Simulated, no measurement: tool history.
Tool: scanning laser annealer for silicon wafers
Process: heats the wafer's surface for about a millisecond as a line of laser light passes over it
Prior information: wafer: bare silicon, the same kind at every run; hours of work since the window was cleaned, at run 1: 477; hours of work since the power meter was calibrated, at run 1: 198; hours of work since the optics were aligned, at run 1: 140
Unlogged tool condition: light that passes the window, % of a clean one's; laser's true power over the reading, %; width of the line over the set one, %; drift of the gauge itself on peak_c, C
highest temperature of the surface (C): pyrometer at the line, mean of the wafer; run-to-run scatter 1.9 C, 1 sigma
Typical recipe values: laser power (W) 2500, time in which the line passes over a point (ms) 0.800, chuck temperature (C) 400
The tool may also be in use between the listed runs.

run,hour,laser power (W),time in which the line passes over a point (ms),chuck temperature (C),hours of work since the window was cleaned,hours of work since the power meter was calibrated,hours of work since the optics were aligned,highest temperature of the surface (C)
1,0.0,2500,0.800,400,477,198,140,1206
2,18.9,2500,0.800,400,486,207,148,1208
3,39.0,2500,0.800,400,495,217,158,1206
4,74.0,2500,0.688,400,512,233,174,1143
5,107.0,2500,0.688,400,527,248,190,1143
6,125.3,2500,0.563,400,536,257,198,1071
7,143.1,2500,0.563,400,544,265,206,1064
8,179.2,2500,0.800,371,561,282,223,1175
# hour 183.7: laser's power meter calibrated
9,198.9,2500,0.800,400,569,7,231,1207
10,217.0,2500,0.619,364,577,16,240,1066
11,239.9,2511,0.800,400,588,26,250,1204
12,254.7,2134,0.800,400,595,33,257,1082
13,280.1,2134,0.715,400,607,45,269,1044
14,314.2,2134,0.573,415,623,61,285,986
15,337.8,2134,0.573,415,634,72,296,985
# hour 344.0: laser's power meter calibrated, once more
16,363.3,2500,0.822,400,644,9,307,1210
17,380.3,2500,0.822,400,652,17,315,1213

Below are 3 alternative next runs, each starting from the tool's condition after run 17. Predict each:
A,396.7,2391,0.822,428,660,25,322,?
B,396.7,2184,0.813,423,660,25,322,?
C,396.7,2231,0.846,431,660,25,322,?

run,highest temperature of the surface (C)
A,1204
B,1124
C,1164
Without the tool's unlogged condition, the same runs would have read:
run,highest temperature of the surface (C)
A,1226
B,1144
C,1185
